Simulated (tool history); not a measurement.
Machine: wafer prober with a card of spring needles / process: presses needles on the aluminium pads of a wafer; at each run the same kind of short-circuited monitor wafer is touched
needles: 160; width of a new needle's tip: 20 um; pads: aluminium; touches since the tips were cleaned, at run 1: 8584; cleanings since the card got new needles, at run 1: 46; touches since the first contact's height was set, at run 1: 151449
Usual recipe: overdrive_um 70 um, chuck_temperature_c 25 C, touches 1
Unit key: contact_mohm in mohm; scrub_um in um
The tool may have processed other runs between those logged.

run   hour  overdrive_um  chuck_temperature_c  touches  touches since the tips were cleaned  cleanings since the card got new needles  touches since the first contact's height was set  contact_mohm  scrub_um
  1    0.0            70                   25        1                                 8584                                        46                                            151449           151     10.15
       3.2  -- tips cleaned on abrasive film
      23.4  -- tips cleaned on abrasive film
  2   35.7            70                   25        1                                 5940                                        48                                            168641           152     10.18
      43.3  -- tips cleaned on abrasive film
      58.0  -- height of the first contact set anew
      62.4  -- tips cleaned on abrasive film
  3   62.4            70                   25        1                                    0                                        50                                              2076           150     10.21
      81.6  -- tips cleaned on abrasive film
  4   93.8            70                   25        1                                 5893                                        51                                             17202           153     10.20
     100.6  -- tips cleaned on abrasive film
     121.2  -- tips cleaned on abrasive film
  5  126.5            70                   25        1                                 2549                                        53                                             32958           150     10.21
     142.3  -- tips cleaned on abrasive film
  6  159.8            70                   25        1                                 8495                                        54                                             49065           154     10.23
     162.2  -- tips cleaned on abrasive film
     182.6  -- tips cleaned on abrasive film
  7  191.6            70                   25        1                                 4329                                        56                                             64326           152     10.23
     203.1  -- tips cleaned on abrasive film
  8  215.3            70                   25        1                                 5866                                        57                                             75755           153     10.24
     222.2  -- tips cleaned on abrasive film
  9  240.0            70                   84        1                                 8631                                        58                                             87708           165     10.25
     243.2  -- tips cleaned on abrasive film
     261.8  -- tips cleaned on abrasive film
 10  270.0            70                   84        1                                 3976                                        60                                            102146           164     10.27
     282.6  -- tips cleaned on abrasive film
     302.8  -- tips cleaned on abrasive film
 11  305.2            70                   84        1                                 1185                                        62                                            119093           163     10.27
     323.3  -- tips cleaned on abrasive film
 12  335.3            70                   25        1                                 5822                                        63                                            133612           153     10.28
     343.3  -- tips cleaned on abrasive film
     363.2  -- tips cleaned on abrasive film
 13  366.9            70                   25        1                                 1766                                        65                                            148804           153     10.28
     383.9  -- tips cleaned on abrasive film
 14  400.4            70                   25        1                                 8035                                        66                                            165008           153     10.30
     403.9  -- tips cleaned on abrasive film
 15  417.1            70                   50        1                                 6383                                        67                                            173007           161     10.30
     422.9  -- tips cleaned on abrasive film
     429.1  -- height of the first contact set anew
 16  432.9            70                   25        3                                 4690                                        68                                              1869           152     10.31
     442.2  -- tips cleaned on abrasive film
 17  454.6            83                   27        2                                 6012                                        69                                             12320           149     12.24
     462.6  -- tips cleaned on abrasive film
 18  478.7            83                   27        2                                 7803                                        70                                             23967           146     12.26
     481.8  -- tips cleaned on abrasive film
     502.7  -- gauge calibrated
     502.8  -- tips cleaned on abrasive film
 19  511.5            66                   39        1                                 4178                                        72                                             39721           158      9.59
     523.3  -- tips cleaned on abrasive film
 20  530.8            69                   37        1                                 3612                                        73                                             49021           154     10.05
     543.0  -- tips cleaned on abrasive film
 21  551.5            69                   37        1                                 4099                                        74                                             59012           154     10.03
     561.9  -- tips cleaned on abrasive film
     581.9  -- tips cleaned on abrasive film
 22  582.4            64                   52        1                                  240                                        76                                             73856           160      9.31
     602.8  -- tips cleaned on abrasive film
 23  614.9            64                   52        1                                 5856                                        77                                             89585           155      9.37
     623.4  -- tips cleaned on abrasive film
 24  633.8            70                   51        2                                 5046                                        78                                             98666           154     10.23
     644.6  -- tips cleaned on abrasive film
 25  655.3            70                   51        2                                 5172                                        79                                            109042           160     10.20
     665.7  -- tips cleaned on abrasive film
     685.4  -- tips cleaned on abrasive film
 26  685.5            75                  119        2                                   23                                        81                                            123568           170     10.97
     705.4  -- tips cleaned on abrasive film
 27  706.7            68                   68        1                                  672                                        82                                            133809           161      9.96
     725.9  -- tips cleaned on abrasive film
 28  726.8            68                   68        1                                  481                                        83                                            143497           163      9.94
     744.6  -- tips cleaned on abrasive film
 29  758.3            70                   25        2                                 6611                                        84                                            158667           153     10.26
     764.1  -- tips cleaned on abrasive film
 30  774.9            70                   25        1                                 5245                                        85                                            166665           155     10.25
     783.0  -- tips cleaned on abrasive film
     799.0  -- height of the first contact set anew
     801.9  -- tips cleaned on abrasive film
 31  805.0            80                  118        2                                 1476                                        87                                              2845           168     11.76

Predict the results of run 32:
     821.4  -- tips cleaned on abrasive film
 32  828.5            80                  118        2                                 3430                                        88                                             14170             ?         ?

Run 32 produced contact_mohm 168 mohm, scrub_um 11.74 um.
With no hidden state in the tool, this same run would have given contact_mohm 168 mohm, scrub_um 11.62 um.
